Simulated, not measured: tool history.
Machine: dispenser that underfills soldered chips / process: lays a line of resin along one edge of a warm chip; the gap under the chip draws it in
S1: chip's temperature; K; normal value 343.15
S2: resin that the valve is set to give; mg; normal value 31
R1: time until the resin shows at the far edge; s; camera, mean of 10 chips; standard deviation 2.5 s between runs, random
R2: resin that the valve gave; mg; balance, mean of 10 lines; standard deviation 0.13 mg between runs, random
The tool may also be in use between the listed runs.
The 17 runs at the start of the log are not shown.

-- hour=105.8 new syringe of resin
run 18 hour=111.4 | S1=348.15 S2=30.3 | R1=273.2 R2=29.14
-- hour=116.1 new syringe of resin
run 19 hour=119.8 | S1=335.15 S2=38.3 | R1=446 R2=36.87
-- hour=126.5 new syringe of resin
run 20 hour=127.1 | S1=343.15 S2=26.3 | R1=268.9 R2=25
run 21 hour=133.6 | S1=330.15 S2=31.3 | R1=698 R2=29.72
-- hour=137 new syringe of resin
run 22 hour=139.5 | S1=336.15 S2=31 | R1=409.3 R2=29.62
run 23 hour=145.8 | S1=333.15 S2=33.9 | R1=660.6 R2=31.89
-- hour=147.5 new syringe of resin
run 24 hour=152.7 | S1=355.15 S2=34 | R1=193.5 R2=32.17
run 25 hour=156.3 | S1=355.15 S2=34 | R1=235.5 R2=31.89
-- hour=158 dispensing valve cleaned and set on the balance
-- hour=159 new syringe of resin
run 26 hour=165 | S1=338.15 S2=40.2 | R1=428.1 R2=40.09
-- hour=169.3 new syringe of resin
run 27 hour=169.8 | S1=338.15 S2=40.2 | R1=324.3 R2=39.76
run 28 hour=173.7 | S1=338.15 S2=40.2 | R1=399 R2=40.01
-- hour=179.7 new syringe of resin
run 29 hour=181.9 | S1=338.15 S2=40.2 | R1=352.4 R2=39.88
run 30 hour=189.2 | S1=338.15 S2=40.2 | R1=518.2 R2=39.54
-- hour=190.4 new syringe of resin
run 31 hour=195.4 | S1=333.15 S2=39.1 | R1=525.5 R2=38.15

Here are 5 independent what-if runs from the current tool condition. What would each one return?
-- hour=201.2 new syringe of resin
run A hour=203.4 | S1=346.15 S2=31.1 | R1=? R2=?
-- hour=201.2 new syringe of resin
run B hour=203.4 | S1=334.15 S2=29.4 | R1=? R2=?
-- hour=201.2 new syringe of resin
run C hour=203.4 | S1=331.15 S2=26.8 | R1=? R2=?
-- hour=201.2 new syringe of resin
run D hour=203.4 | S1=333.15 S2=28.1 | R1=? R2=?
-- hour=201.2 new syringe of resin
run E hour=203.4 | S1=333.15 S2=28.1 | R1=? R2=?

run=A R1=243.2 R2=30.59
run=B R1=443 R2=28.98
run=C R1=527.2 R2=26.36
run=D R1=473.5 R2=27.5
run=E R1=472 R2=27.83
Without the tool's hidden state the same runs would have given:
run=A R1=212.6 R2=31.19
run=B R1=386.2 R2=29.54
run=C R1=458.7 R2=26.87
run=D R1=412.5 R2=28.03
run=E R1=411.2 R2=28.37
